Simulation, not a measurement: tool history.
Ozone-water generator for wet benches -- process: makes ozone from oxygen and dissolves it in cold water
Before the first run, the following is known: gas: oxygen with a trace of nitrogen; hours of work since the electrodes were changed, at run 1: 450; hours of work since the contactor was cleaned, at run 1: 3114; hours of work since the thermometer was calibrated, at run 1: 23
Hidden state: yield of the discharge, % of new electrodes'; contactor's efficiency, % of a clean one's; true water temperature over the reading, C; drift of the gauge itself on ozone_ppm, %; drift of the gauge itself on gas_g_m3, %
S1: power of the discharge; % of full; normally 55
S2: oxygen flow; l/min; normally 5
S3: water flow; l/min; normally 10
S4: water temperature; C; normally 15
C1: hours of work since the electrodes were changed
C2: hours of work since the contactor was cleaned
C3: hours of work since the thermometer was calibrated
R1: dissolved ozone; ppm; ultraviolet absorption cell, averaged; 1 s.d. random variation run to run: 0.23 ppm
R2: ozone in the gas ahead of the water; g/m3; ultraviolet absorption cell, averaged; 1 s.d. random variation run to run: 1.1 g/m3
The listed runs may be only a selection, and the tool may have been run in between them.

run    hour   S1    S2  S3  S4    C1    C2    C3    R1     R2
  1       0   55     5  10  15   450  3114    23  33.6  194.3
  2    39.6   55  2.98  10  15   489  3153    62  35.5  265.5
  3     109   55  2.98  10  15   558  3222   130  35.3  265.6
  4     165   55  2.98  10  21   613  3277   186  32.1  266.3
  5   229.9   55  2.98  10  21   677  3341   250  32.2  267.8
  6   311.9   55  2.98  10  21   758  3422   331  32.6  266.2
  7   384.9   82     5  10  15   831  3494   403  44.5  260.3
  8   476.4   49     5  10  15   921  3585   494  30.5  178.6
  9   565.9   49     5  10  15  1009  3673   582  30.4    177
 10   627.1   49     5  10  15  1070  3734   642  30.6  178.8
      632.6  -- water thermometer calibrated
 11   678.7   55     5   7  15  1120  3784    46  39.6  195.6
 12   742.9   55     5   7  15  1184  3848   109    40  194.1
 13   832.8   55     5  10  15  1273  3937   198    33  193.3
      841.2  -- water thermometer calibrated, once more
 14   880.9   55     5  10  15  1320  3984    39  32.5    195
 15   922.4   55     5   8  15  1361  4025    80  36.7  193.7
 16  1013.5   55     5   8  15  1451  4115   170  37.3  193.3
 17  1086.9   55     5  10  15  1523  4187   243    33  192.6
 18  1141.5  100     5  13  14  1577  4241   297  43.3  297.6
 19  1182.9   68  3.69  14  21  1618  4282   338  28.5  269.9
 20  1223.2   68  3.69  14  10  1658  4322   378  33.1  269.7
 21  1308.1   55     5  10   8  1742  4406   461  36.6  193.8
 22  1360.9   55     5  10   8  1794  4458   514  36.9  192.1
 23  1414.6   47  5.69  10   8  1847  4511   567    32  158.1
 24  1476.1   97  5.69   7   8  1908  4572   627  65.8  270.3
 25  1522.9   97  5.69   7   8  1954  4618   674  66.2  270.2
 26  1565.4   97  5.69   7  22  1996  4660   716  48.4    269
 27  1623.8   44     5  10  18  2054  4718   773  26.1  163.4
 28  1664.4   55     5  15  15  2094  4758   814  24.7  192.4
 29  1745.2   55  8.41  10  11  2174  4838   894  31.5  139.7
 30  1822.6   55  6.52  10  15  2251  4914   970  30.3  162.9
 31  1892.3   73     5  16  20  2319  4983  1039  26.5  234.7
 32    1949   55  4.11  10  15  2375  5039  1095  33.4  215.8
 33  2017.8   55  6.63  13  11  2443  5107  1163    28  161.8
 34  2104.6   74  7.82  13  11  2529  5193  1249  33.9  180.7

Some steps in R1 between neighbouring runs. How much of each would the tool show without its hidden state too (settings, what came in, random variation), and how much is left for the hidden state, with any gauge scatter that isn't in both results?
Run 17 -> 18: S1 55 -> 100, S3 10 -> 13, S4 15 -> 14. R1 +10.3 ppm: hidden state -1.3, all else +11.6.
Run 23 -> 24: S1 47 -> 97, S3 10 -> 7. R1 +33.8 ppm: hidden state -2.6, all else +36.4.
Run 25 -> 26: S4 8 -> 22. R1 -17.8 ppm: hidden state +1.2, all else -19.
Run 26 -> 27: S1 97 -> 44, S2 5.69 -> 5, S3 7 -> 10, S4 22 -> 18. R1 -22.3 ppm: hidden state +1.8, all else -24.1.

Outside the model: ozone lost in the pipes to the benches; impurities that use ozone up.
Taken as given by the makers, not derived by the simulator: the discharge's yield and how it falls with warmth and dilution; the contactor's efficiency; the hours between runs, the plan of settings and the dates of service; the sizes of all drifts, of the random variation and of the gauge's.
